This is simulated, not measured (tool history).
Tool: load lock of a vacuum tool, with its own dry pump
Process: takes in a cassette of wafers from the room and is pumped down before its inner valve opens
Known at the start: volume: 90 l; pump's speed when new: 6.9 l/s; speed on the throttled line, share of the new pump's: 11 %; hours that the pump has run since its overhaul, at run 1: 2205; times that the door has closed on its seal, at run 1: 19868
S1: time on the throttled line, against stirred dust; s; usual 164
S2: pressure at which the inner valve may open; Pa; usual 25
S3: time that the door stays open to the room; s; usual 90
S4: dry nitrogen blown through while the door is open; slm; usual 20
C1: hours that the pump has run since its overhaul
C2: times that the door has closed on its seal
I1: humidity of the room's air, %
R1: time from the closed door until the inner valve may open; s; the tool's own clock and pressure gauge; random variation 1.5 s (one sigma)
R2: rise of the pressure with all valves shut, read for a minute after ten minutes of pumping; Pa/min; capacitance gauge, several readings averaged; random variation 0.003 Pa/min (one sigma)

run	day	S1	S2	S3	S4	C1	C2	I1	R1	R2
1	0	164	25	90	20	2205	19868	47.9	261.4	0.149
2	5.662	164	25	90	20	2341	20464	47.4	262.6	0.152
3	10.821	164	25	90	20	2465	21007	42.4	261	0.148
4	17.238	164	25	90	20	2619	21682	44.7	256.4	0.151
5	22.65	164	25	90	32	2748	22251	43.8	260.2	0.151
6	26.596	164	25	90	32	2843	22666	43.9	258.4	0.158
7	29.275	164	25	90	32	2907	22948	43.3	260.7	0.16
8	33.312	164	25	90	32	3004	23373	45.1	258.4	0.157
9	37.65	126	25	90	32	3109	23830	42	228.3	0.167
10	43.288	99	25	90	20	3244	24422	43.1	207.9	0.17
11	48.438	87	25	90	20	3367	24964	45.5	193.9	0.182
12	53.012	87	25	90	20	3477	25446	45.8	193.9	0.187
13	57.238	87	25	90	20	3579	25890	45.4	194.9	0.193
14	61.425	87	25	90	20	3679	26331	43.8	195.4	0.189
15	66.388	87	25	90	20	3798	26853	44.7	194.7	0.2
16	71.092	164	28	90	5	3911	27348	43	260.7	0.219
17	76.808	100	25	90	11	4048	27949	48.7	207.6	0.224
18	82.621	100	25	90	11	4188	28561	43	207.8	0.217
19	88.662	100	25	90	11	4333	29197	46.8	206.7	0.23
20	93.758	113	25	90	35	4455	29733	44.3	217.6	0.215
21	99.121	113	25	90	35	4584	30296	42.8	220.1	0.222
22	104	113	25	90	35	4701	30810	44.5	218.1	0.226
23	108.738	113	25	90	35	4815	31308	45.8	220.8	0.24
24	113.779	251	27	90	20	4936	31839	44.5	339	0.241
25	117.05	251	27	90	20	5014	32183	45.8	341	0.255
26	119.854	164	25	39	20	5081	32478	46.4	262.1	0.252
27	124.821	164	25	47	20	5201	33000	44.7	262.7	0.253
28	129.938	301	19	29	32	5323	33539	45.5	390.1	0.253
29	135.188	301	19	29	32	5449	34091	42.2	391.8	0.253
30	139.471	136	20	31	20	5552	34542	43.4	245.3	0.266

Measured less the same run without the tool's hidden state. The same run-to-run variation is in both; the gauge's scatter may not be:
The hidden state here: pump's speed, % of a new pump's; leak at the door's seal, Pa l/s; drift of the gauge itself on ready_s, %; drift of the gauge itself on rise_pa_min, %.
run	R1	R2
1	+5.4	+0.111
2	+5.6	+0.116
3	+5.6	+0.118
4	+5.7	+0.122
5	+6	+0.127
6	+6.1	+0.13
7	+6.2	+0.132
8	+6.3	+0.136
9	+6.5	+0.14
10	+7.1	+0.144
11	+7.2	+0.151
12	+7.4	+0.154
13	+7.6	+0.155
14	+7.7	+0.16
15	+7.9	+0.168
16	+7.3	+0.172
17	+8.5	+0.178
18	+8.7	+0.182
19	+8.9	+0.191
20	+8.6	+0.191
21	+8.9	+0.2
22	+9	+0.202
23	+9.3	+0.211
24	+7.9	+0.212
25	+8.1	+0.218
26	+9.3	+0.227
27	+9.5	+0.226
28	+8.4	+0.233
29	+8.5	+0.235
30	+10.8	+0.241

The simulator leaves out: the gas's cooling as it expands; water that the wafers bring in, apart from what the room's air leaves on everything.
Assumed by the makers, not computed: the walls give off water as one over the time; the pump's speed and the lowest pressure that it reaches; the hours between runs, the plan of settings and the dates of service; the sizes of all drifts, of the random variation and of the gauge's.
